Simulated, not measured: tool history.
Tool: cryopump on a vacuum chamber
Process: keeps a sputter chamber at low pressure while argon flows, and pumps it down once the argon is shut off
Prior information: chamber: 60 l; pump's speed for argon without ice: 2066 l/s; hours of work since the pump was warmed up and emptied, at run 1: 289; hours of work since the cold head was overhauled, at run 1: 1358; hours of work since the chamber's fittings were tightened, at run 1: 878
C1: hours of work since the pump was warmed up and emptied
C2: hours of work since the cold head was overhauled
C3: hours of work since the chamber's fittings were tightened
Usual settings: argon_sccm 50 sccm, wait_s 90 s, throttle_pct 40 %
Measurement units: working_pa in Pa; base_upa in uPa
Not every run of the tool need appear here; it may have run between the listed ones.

Run 1, hour 0.0: usual settings; C1 289; C2 1358; C3 878. Result: working_pa 0.1063 Pa, base_upa 1.58 uPa.
Run 2, hour 32.3: usual settings but argon_sccm 26 sccm; C1 315; C2 1385; C3 904. Result: working_pa 0.0557 Pa, base_upa 1.63 uPa.
Run 3, hour 55.1: usual settings but argon_sccm 26 sccm; C1 333; C2 1403; C3 922. Result: working_pa 0.0550 Pa, base_upa 1.64 uPa.
Run 4, hour 86.2: usual settings but argon_sccm 26 sccm; C1 358; C2 1428; C3 947. Result: working_pa 0.0561 Pa, base_upa 1.78 uPa.
Run 5, hour 108.4: usual settings but argon_sccm 26 sccm; C1 376; C2 1446; C3 965. Result: working_pa 0.0555 Pa, base_upa 1.64 uPa.
Run 6, hour 142.0: usual settings but argon_sccm 26 sccm; C1 403; C2 1473; C3 992. Result: working_pa 0.0558 Pa, base_upa 1.83 uPa.
Run 7, hour 163.3: usual settings but argon_sccm 26 sccm; C1 421; C2 1490; C3 1009. Result: working_pa 0.0565 Pa, base_upa 1.79 uPa.
Run 8, hour 211.5: usual settings but wait_s 292 s; C1 459; C2 1529; C3 1048. Result: working_pa 0.1094 Pa, base_upa 1.60 uPa.
Run 9, hour 231.9: usual settings but argon_sccm 56 sccm; C1 476; C2 1545; C3 1064. Result: working_pa 0.1217 Pa, base_upa 1.92 uPa.
Run 10, hour 257.2: usual settings; C1 496; C2 1566; C3 1085. Result: working_pa 0.1101 Pa, base_upa 1.97 uPa.
At hour 277.5: leaking fittings of the chamber tightened, without venting.
Run 11, hour 297.0: usual settings; C1 527; C2 1596; C3 16. Result: working_pa 0.1092 Pa, base_upa 0.60 uPa.
At hour 304.1: pump warmed up, emptied and cooled again.
Run 12, hour 330.7: usual settings; C1 21; C2 1619; C3 39. Result: working_pa 0.1031 Pa, base_upa 0.60 uPa.
Run 13, hour 365.8: usual settings; C1 50; C2 1648; C3 67. Result: working_pa 0.1036 Pa, base_upa 0.63 uPa.
Run 14, hour 397.4: usual settings; C1 75; C2 1673; C3 93. Result: working_pa 0.1043 Pa, base_upa 0.67 uPa.
Run 15, hour 422.2: usual settings; C1 95; C2 1693; C3 113. Result: working_pa 0.1043 Pa, base_upa 0.66 uPa.
Run 16, hour 442.0: usual settings but throttle_pct 17 %; C1 111; C2 1709; C3 128. Result: working_pa 0.2439 Pa, base_upa 0.73 uPa.
Run 17, hour 487.9: usual settings but throttle_pct 17 %; C1 148; C2 1746; C3 165. Result: working_pa 0.2434 Pa, base_upa 0.74 uPa.
Run 18, hour 532.5: usual settings but argon_sccm 21 sccm, wait_s 53 s, throttle_pct 26 %; C1 184; C2 1782; C3 201. Result: working_pa 0.0654 Pa, base_upa 1.05 uPa.
Run 19, hour 557.7: usual settings but argon_sccm 28 sccm, wait_s 262 s, throttle_pct 44 %; C1 204; C2 1802; C3 222. Result: working_pa 0.0530 Pa, base_upa 0.59 uPa.
Run 20, hour 595.0: usual settings but argon_sccm 47 sccm, wait_s 44 s, throttle_pct 20 %; C1 234; C2 1832; C3 252. Result: working_pa 0.1949 Pa, base_upa 1.28 uPa.
Run 21, hour 628.5: usual settings but argon_sccm 90 sccm, wait_s 46 s; C1 261; C2 1859; C3 279. Result: working_pa 0.1920 Pa, base_upa 1.29 uPa.
Run 22, hour 670.1: usual settings but wait_s 46 s; C1 295; C2 1893; C3 312. Result: working_pa 0.1067 Pa, base_upa 1.32 uPa.
Run 23, hour 689.8: usual settings but argon_sccm 76 sccm, wait_s 21 s, throttle_pct 32 %; C1 311; C2 1909; C3 328. Result: working_pa 0.2009 Pa, base_upa 2.26 uPa.

What does the tool deliver on the next run?
Run 24, hour 728.0: usual settings but wait_s 174 s; C1 341; C2 1939; C3 359. Result: working_pa ?, base_upa ?.

working_pa: 0.1069 Pa
base_upa: 0.84 uPa
Had the tool carried no hidden state, the very same run would have given working_pa 0.1018 Pa, base_upa 0.36 uPa.
